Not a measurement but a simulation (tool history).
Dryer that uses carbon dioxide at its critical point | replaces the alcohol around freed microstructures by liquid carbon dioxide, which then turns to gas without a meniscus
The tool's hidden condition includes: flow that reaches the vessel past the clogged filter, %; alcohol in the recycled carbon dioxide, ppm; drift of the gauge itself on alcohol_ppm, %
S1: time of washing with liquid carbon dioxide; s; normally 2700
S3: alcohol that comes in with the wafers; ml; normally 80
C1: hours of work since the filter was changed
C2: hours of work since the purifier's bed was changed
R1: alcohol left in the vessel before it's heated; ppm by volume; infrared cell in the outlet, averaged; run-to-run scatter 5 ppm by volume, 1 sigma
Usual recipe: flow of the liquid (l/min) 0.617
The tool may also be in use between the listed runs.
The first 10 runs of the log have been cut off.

{"run": 11, "hour": 223.6, "S1": 3060, "flow of the liquid (l/min)": 0.617, "S3": 80, "C1": 489, "C2": 300, "R1": 101}
{"run": 12, "hour": 245.6, "S1": 2700, "flow of the liquid (l/min)": 0.617, "S3": 80, "C1": 506, "C2": 317, "R1": 144}
{"run": 13, "hour": 279.0, "S1": 2700, "flow of the liquid (l/min)": 0.617, "S3": 80, "C1": 531, "C2": 342, "R1": 164}
{"run": 14, "hour": 307.7, "S1": 4080, "flow of the liquid (l/min)": 0.617, "S3": 80, "C1": 553, "C2": 364, "R1": 74}
{"hour": 316.1, "done": "inlet filter changed"}
{"run": 15, "hour": 338.2, "S1": 2700, "flow of the liquid (l/min)": 0.644, "S3": 80, "C1": 17, "C2": 387, "R1": 101}
{"run": 16, "hour": 358.0, "S1": 4080, "flow of the liquid (l/min)": 0.617, "S3": 80, "C1": 32, "C2": 402, "R1": 71}
{"run": 17, "hour": 386.2, "S1": 4080, "flow of the liquid (l/min)": 0.617, "S3": 88, "C1": 54, "C2": 423, "R1": 80}
{"run": 18, "hour": 415.1, "S1": 2280, "flow of the liquid (l/min)": 0.589, "S3": 47, "C1": 76, "C2": 446, "R1": 161}
{"run": 19, "hour": 430.7, "S1": 2280, "flow of the liquid (l/min)": 0.589, "S3": 47, "C1": 88, "C2": 458, "R1": 178}
{"run": 20, "hour": 464.8, "S1": 2280, "flow of the liquid (l/min)": 0.589, "S3": 47, "C1": 114, "C2": 484, "R1": 180}
{"run": 21, "hour": 498.9, "S1": 3360, "flow of the liquid (l/min)": 0.94, "S3": 25, "C1": 140, "C2": 510, "R1": 96}
{"run": 22, "hour": 532.9, "S1": 1860, "flow of the liquid (l/min)": 0.886, "S3": 108, "C1": 166, "C2": 536, "R1": 171}
{"run": 23, "hour": 551.7, "S1": 1860, "flow of the liquid (l/min)": 0.886, "S3": 108, "C1": 180, "C2": 550, "R1": 175}
{"run": 24, "hour": 570.3, "S1": 1860, "flow of the liquid (l/min)": 0.886, "S3": 108, "C1": 195, "C2": 564, "R1": 187}
{"run": 25, "hour": 605.2, "S1": 2700, "flow of the liquid (l/min)": 0.617, "S3": 25, "C1": 221, "C2": 591, "R1": 116}
{"run": 26, "hour": 631.1, "S1": 2700, "flow of the liquid (l/min)": 0.378, "S3": 25, "C1": 241, "C2": 611, "R1": 305}
{"run": 27, "hour": 649.8, "S1": 2700, "flow of the liquid (l/min)": 0.378, "S3": 25, "C1": 256, "C2": 625, "R1": 303}
{"run": 28, "hour": 675.2, "S1": 1980, "flow of the liquid (l/min)": 0.617, "S3": 58, "C1": 275, "C2": 645, "R1": 343}
{"run": 29, "hour": 691.7, "S1": 1980, "flow of the liquid (l/min)": 0.617, "S3": 58, "C1": 288, "C2": 657, "R1": 346}
{"run": 30, "hour": 712.3, "S1": 2400, "flow of the liquid (l/min)": 0.926, "S3": 58, "C1": 303, "C2": 673, "R1": 126}
{"run": 31, "hour": 746.6, "S1": 2400, "flow of the liquid (l/min)": 0.784, "S3": 58, "C1": 330, "C2": 699, "R1": 141}
{"run": 32, "hour": 769.8, "S1": 1920, "flow of the liquid (l/min)": 0.975, "S3": 58, "C1": 347, "C2": 717, "R1": 148}
{"run": 33, "hour": 799.2, "S1": 1920, "flow of the liquid (l/min)": 0.554, "S3": 58, "C1": 370, "C2": 740, "R1": 566}
{"run": 34, "hour": 820.9, "S1": 1920, "flow of the liquid (l/min)": 0.554, "S3": 58, "C1": 387, "C2": 756, "R1": 581}

What if the next run were any one of these 3? Each begins from the tool's condition after run 34:
{"run": "A", "hour": 852.3, "S1": 2700, "flow of the liquid (l/min)": 0.646, "S3": 80, "C1": 411, "C2": 780, "R1": "?"}
{"run": "B", "hour": 852.3, "S1": 2700, "flow of the liquid (l/min)": 0.724, "S3": 80, "C1": 411, "C2": 780, "R1": "?"}
{"run": "C", "hour": 852.3, "S1": 3900, "flow of the liquid (l/min)": 0.52, "S3": 58, "C1": 411, "C2": 780, "R1": "?"}

run=A R1=195
run=B R1=173
run=C R1=146
What these runs would have given with no unlogged condition in the tool:
run=A R1=32
run=B R1=28
run=C R1=13
